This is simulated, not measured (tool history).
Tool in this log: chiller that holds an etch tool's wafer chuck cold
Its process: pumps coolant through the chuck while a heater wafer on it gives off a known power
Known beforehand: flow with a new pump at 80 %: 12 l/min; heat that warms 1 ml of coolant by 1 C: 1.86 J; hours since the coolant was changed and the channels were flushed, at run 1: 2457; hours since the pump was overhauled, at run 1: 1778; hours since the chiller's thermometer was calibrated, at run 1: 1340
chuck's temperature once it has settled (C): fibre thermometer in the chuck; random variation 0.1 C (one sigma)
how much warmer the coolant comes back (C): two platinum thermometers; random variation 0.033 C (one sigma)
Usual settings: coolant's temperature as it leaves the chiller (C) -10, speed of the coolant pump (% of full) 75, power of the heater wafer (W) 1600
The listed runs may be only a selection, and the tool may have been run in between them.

run	hour	coolant's temperature as it leaves the chiller (C)	speed of the coolant pump (% of full)	power of the heater wafer (W)	hours since the coolant was changed and the channels were flushed	hours since the pump was overhauled	hours since the chiller's thermometer was calibrated	chuck's temperature once it has settled (C)	how much warmer the coolant comes back (C)
1	0	-10	75	1600	2457	1778	1340	3	4.68
2	77.5	-10	75	1351	2534	1855	1418	1.1	3.91
3	121	-10	75	1664	2578	1899	1461	3.6	4.82
4	204.2	-10	75	1600	2661	1982	1545	2.9	4.67
5	238.6	-10	77	1600	2696	2016	1579	3	4.55
6	311.7	-10	77	1600	2769	2090	1652	2.6	4.62
7	352.8	-10	75	1600	2810	2131	1693	3.2	4.71
8	397.8	-10	75	1600	2855	2176	1738	3.1	4.7
9	465.7	-10	75	1622	2923	2244	1806	3.2	4.84
10	528.1	-8	85	1990	2985	2306	1868	6.4	5.2
11	578.1	-6	78	1097	3035	2356	1918	2.7	3.19
12	638.3	-6	78	2203	3095	2416	1979	11.5	6.29
13	676.8	-6	78	2203	3134	2455	2017	11.4	6.29
14	728.9	-1	70	1017	3186	2507	2069	8.1	3.37
15	763.8	-1	70	1017	3221	2542	2104	7.9	3.4

Forecast each of these 5 alternatives for the next run:
A	807.3	-6	70	1226	3264	2585	2148	?	?
B	807.3	-17	70	1017	3264	2585	2148	?	?
C	807.3	-9	85	1036	3264	2585	2148	?	?
D	807.3	-1	80	2073	3264	2585	2148	?	?
E	807.3	-2	67	834	3264	2585	2148	?	?

run	chuck's temperature once it has settled (C)	how much warmer the coolant comes back (C)
A	5	4.04
B	-8	3.42
C	-1.5	2.79
D	14.9	5.9
E	5.7	3.01
The same runs, with their run-to-run variation unchanged, on a tool lacking any hidden condition would have given:
run	chuck's temperature once it has settled (C)	how much warmer the coolant comes back (C)
A	5	3.79
B	-8	3.17
C	-1.5	2.54
D	14.9	5.65
E	5.7	2.77
